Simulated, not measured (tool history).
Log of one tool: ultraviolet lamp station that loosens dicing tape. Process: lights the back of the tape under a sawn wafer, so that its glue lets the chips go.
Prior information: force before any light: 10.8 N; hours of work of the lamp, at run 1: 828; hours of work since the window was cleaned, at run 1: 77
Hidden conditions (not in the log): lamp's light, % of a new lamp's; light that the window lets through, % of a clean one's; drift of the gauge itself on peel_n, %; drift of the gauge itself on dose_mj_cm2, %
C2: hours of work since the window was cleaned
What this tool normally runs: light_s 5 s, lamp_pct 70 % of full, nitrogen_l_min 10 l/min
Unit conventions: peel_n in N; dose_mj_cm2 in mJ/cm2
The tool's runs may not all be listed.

{"run": 1, "hour": 0.0, "light_s": 5, "lamp_pct": 70, "nitrogen_l_min": 10, "hours of work of the lamp": 828, "C2": 77, "peel_n": 2.084, "dose_mj_cm2": 380}
{"run": 2, "hour": 35.1, "light_s": 5, "lamp_pct": 70, "nitrogen_l_min": 10, "hours of work of the lamp": 856, "C2": 105, "peel_n": 2.145, "dose_mj_cm2": 371}
{"run": 3, "hour": 59.5, "light_s": 5, "lamp_pct": 70, "nitrogen_l_min": 10, "hours of work of the lamp": 875, "C2": 125, "peel_n": 2.177, "dose_mj_cm2": 375}
{"run": 4, "hour": 94.8, "light_s": 5, "lamp_pct": 70, "nitrogen_l_min": 10, "hours of work of the lamp": 903, "C2": 153, "peel_n": 2.133, "dose_mj_cm2": 364}
{"run": 5, "hour": 117.6, "light_s": 5, "lamp_pct": 70, "nitrogen_l_min": 10, "hours of work of the lamp": 922, "C2": 171, "peel_n": 2.181, "dose_mj_cm2": 359}
{"run": 6, "hour": 133.3, "light_s": 5, "lamp_pct": 86, "nitrogen_l_min": 10, "hours of work of the lamp": 934, "C2": 183, "peel_n": 1.609, "dose_mj_cm2": 442}
{"run": 7, "hour": 160.8, "light_s": 5, "lamp_pct": 86, "nitrogen_l_min": 10, "hours of work of the lamp": 956, "C2": 205, "peel_n": 1.628, "dose_mj_cm2": 435}
{"run": 8, "hour": 193.0, "light_s": 5, "lamp_pct": 78, "nitrogen_l_min": 10, "hours of work of the lamp": 981, "C2": 231, "peel_n": 1.987, "dose_mj_cm2": 389}
{"run": 9, "hour": 215.3, "light_s": 5, "lamp_pct": 70, "nitrogen_l_min": 9, "hours of work of the lamp": 999, "C2": 248, "peel_n": 2.488, "dose_mj_cm2": 348}
{"run": 10, "hour": 239.4, "light_s": 5, "lamp_pct": 78, "nitrogen_l_min": 10, "hours of work of the lamp": 1018, "C2": 267, "peel_n": 2.004, "dose_mj_cm2": 381}
{"run": 11, "hour": 266.4, "light_s": 5, "lamp_pct": 70, "nitrogen_l_min": 10, "hours of work of the lamp": 1040, "C2": 289, "peel_n": 2.446, "dose_mj_cm2": 336}
{"run": 12, "hour": 297.2, "light_s": 5, "lamp_pct": 70, "nitrogen_l_min": 10, "hours of work of the lamp": 1064, "C2": 313, "peel_n": 2.545, "dose_mj_cm2": 339}
{"run": 13, "hour": 330.1, "light_s": 5, "lamp_pct": 70, "nitrogen_l_min": 14, "hours of work of the lamp": 1090, "C2": 339, "peel_n": 2.332, "dose_mj_cm2": 337}
{"hour": 357.6, "done": "window cleaned of glue's vapour"}
{"run": 14, "hour": 357.6, "light_s": 5, "lamp_pct": 70, "nitrogen_l_min": 10, "hours of work of the lamp": 1112, "C2": 0, "peel_n": 2.226, "dose_mj_cm2": 367}
{"run": 15, "hour": 381.7, "light_s": 5, "lamp_pct": 70, "nitrogen_l_min": 10, "hours of work of the lamp": 1131, "C2": 19, "peel_n": 2.295, "dose_mj_cm2": 361}
{"run": 16, "hour": 407.5, "light_s": 5, "lamp_pct": 66, "nitrogen_l_min": 10, "hours of work of the lamp": 1151, "C2": 40, "peel_n": 2.522, "dose_mj_cm2": 336}
{"run": 17, "hour": 425.5, "light_s": 5, "lamp_pct": 66, "nitrogen_l_min": 10, "hours of work of the lamp": 1165, "C2": 54, "peel_n": 2.563, "dose_mj_cm2": 329}
{"run": 18, "hour": 440.8, "light_s": 5, "lamp_pct": 66, "nitrogen_l_min": 10, "hours of work of the lamp": 1178, "C2": 66, "peel_n": 2.572, "dose_mj_cm2": 324}
{"run": 19, "hour": 470.0, "light_s": 5, "lamp_pct": 66, "nitrogen_l_min": 10, "hours of work of the lamp": 1201, "C2": 89, "peel_n": 2.657, "dose_mj_cm2": 325}
{"run": 20, "hour": 504.3, "light_s": 3, "lamp_pct": 73, "nitrogen_l_min": 8, "hours of work of the lamp": 1228, "C2": 116, "peel_n": 4.605, "dose_mj_cm2": 211}
{"run": 21, "hour": 525.6, "light_s": 2, "lamp_pct": 90, "nitrogen_l_min": 10, "hours of work of the lamp": 1245, "C2": 133, "peel_n": 5.209, "dose_mj_cm2": 176}
{"run": 22, "hour": 557.5, "light_s": 2, "lamp_pct": 86, "nitrogen_l_min": 12, "hours of work of the lamp": 1270, "C2": 159, "peel_n": 5.041, "dose_mj_cm2": 159}
{"run": 23, "hour": 575.1, "light_s": 2, "lamp_pct": 86, "nitrogen_l_min": 12, "hours of work of the lamp": 1284, "C2": 173, "peel_n": 5.098, "dose_mj_cm2": 158}
{"run": 24, "hour": 595.9, "light_s": 3, "lamp_pct": 66, "nitrogen_l_min": 6, "hours of work of the lamp": 1301, "C2": 189, "peel_n": 5.199, "dose_mj_cm2": 188}
{"run": 25, "hour": 626.8, "light_s": 3, "lamp_pct": 70, "nitrogen_l_min": 5, "hours of work of the lamp": 1325, "C2": 214, "peel_n": 5.341, "dose_mj_cm2": 193}
{"run": 26, "hour": 652.3, "light_s": 3, "lamp_pct": 70, "nitrogen_l_min": 5, "hours of work of the lamp": 1345, "C2": 234, "peel_n": 5.17, "dose_mj_cm2": 195}
{"run": 27, "hour": 678.1, "light_s": 3, "lamp_pct": 88, "nitrogen_l_min": 5, "hours of work of the lamp": 1366, "C2": 254, "peel_n": 4.43, "dose_mj_cm2": 239}
{"run": 28, "hour": 695.2, "light_s": 3, "lamp_pct": 63, "nitrogen_l_min": 4, "hours of work of the lamp": 1379, "C2": 268, "peel_n": 5.966, "dose_mj_cm2": 170}
{"run": 29, "hour": 712.9, "light_s": 4, "lamp_pct": 78, "nitrogen_l_min": 11, "hours of work of the lamp": 1393, "C2": 282, "peel_n": 3.134, "dose_mj_cm2": 276}
{"run": 30, "hour": 742.0, "light_s": 3, "lamp_pct": 72, "nitrogen_l_min": 4, "hours of work of the lamp": 1417, "C2": 305, "peel_n": 5.848, "dose_mj_cm2": 188}
{"run": 31, "hour": 759.0, "light_s": 4, "lamp_pct": 70, "nitrogen_l_min": 10, "hours of work of the lamp": 1430, "C2": 319, "peel_n": 3.788, "dose_mj_cm2": 241}
{"run": 32, "hour": 786.4, "light_s": 5, "lamp_pct": 68, "nitrogen_l_min": 16, "hours of work of the lamp": 1452, "C2": 340, "peel_n": 2.687, "dose_mj_cm2": 289}

Each row is a separate what-if for the run after 32, all from the same tool condition, not one after another. Results?
{"hour": 813.3, "done": "window cleaned of glue's vapour"}
{"run": "A", "hour": 816.5, "light_s": 3, "lamp_pct": 91, "nitrogen_l_min": 17, "hours of work of the lamp": 1475, "C2": 3, "peel_n": "?", "dose_mj_cm2": "?"}
{"hour": 813.3, "done": "window cleaned of glue's vapour"}
{"run": "B", "hour": 816.5, "light_s": 5, "lamp_pct": 60, "nitrogen_l_min": 3, "hours of work of the lamp": 1475, "C2": 3, "peel_n": "?", "dose_mj_cm2": "?"}
{"hour": 813.3, "done": "window cleaned of glue's vapour"}
{"run": "C", "hour": 816.5, "light_s": 10, "lamp_pct": 96, "nitrogen_l_min": 16, "hours of work of the lamp": 1475, "C2": 3, "peel_n": "?", "dose_mj_cm2": "?"}
{"hour": 813.3, "done": "window cleaned of glue's vapour"}
{"run": "D", "hour": 816.5, "light_s": 3, "lamp_pct": 68, "nitrogen_l_min": 4, "hours of work of the lamp": 1475, "C2": 3, "peel_n": "?", "dose_mj_cm2": "?"}
{"hour": 813.3, "done": "window cleaned of glue's vapour"}
{"run": "E", "hour": 816.5, "light_s": 7, "lamp_pct": 70, "nitrogen_l_min": 10, "hours of work of the lamp": 1475, "C2": 3, "peel_n": "?", "dose_mj_cm2": "?"}

run=A peel_n=3.018 dose_mj_cm2=252
run=B peel_n=4.734 dose_mj_cm2=279
run=C peel_n=0.272 dose_mj_cm2=897
run=D peel_n=5.824 dose_mj_cm2=190
run=E peel_n=1.526 dose_mj_cm2=455
Had the tool no hidden state, the same runs would have come out as:
run=A peel_n=1.736 dose_mj_cm2=369
run=B peel_n=3.175 dose_mj_cm2=408
run=C peel_n=0.155 dose_mj_cm2=1313
run=D peel_n=4.321 dose_mj_cm2=277
run=E peel_n=0.679 dose_mj_cm2=666
